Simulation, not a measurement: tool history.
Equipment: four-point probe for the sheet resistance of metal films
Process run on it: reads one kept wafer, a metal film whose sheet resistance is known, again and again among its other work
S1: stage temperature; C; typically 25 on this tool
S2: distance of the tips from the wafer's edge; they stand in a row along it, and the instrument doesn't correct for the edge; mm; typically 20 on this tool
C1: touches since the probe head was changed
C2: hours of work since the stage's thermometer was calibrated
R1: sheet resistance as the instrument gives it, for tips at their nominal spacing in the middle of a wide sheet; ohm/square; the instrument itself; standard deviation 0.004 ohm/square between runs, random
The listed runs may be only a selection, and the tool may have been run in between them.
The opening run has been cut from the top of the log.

run,hour,S1,S2,C1,C2,R1
2,7.6,25,20,6567,198,20.012216
3,19.7,25,20,6735,206,20.005191
4,33.3,25,20,6924,216,20.005309
5,40.8,25,20,7029,221,20.010703
6,48.2,25,20,7131,226,20.002766
7,59.1,25,20,7283,234,20.005151
8,65.3,25,20,7369,238,20.008833
9,75.9,25,20,7517,245,20.002369
10,90.1,25,20,7713,255,20.010045
11,102.9,25,20,7891,264,20.008412
12,117.9,31,20,8099,274,19.914136
13,126,27,20,8212,280,19.971281
14,132.4,27,20,8301,284,19.968116
15,146.6,25,16,8497,294,20.03695
16,159.6,29,20,8679,303,19.94144
17,167.4,21,20,8786,308,20.077033
18,175.1,19,4,8893,314,21.090748
19,189.7,25,9,9096,324,20.176395

Forecast run 20:
# hour 190.9: stage's thermometer calibrated
20,197.6,19,27,9199,5,?

Run 20 gave R1 20.091348 ohm/square.
With no hidden state in the tool, this same run would have given R1 20.019729 ohm/square.
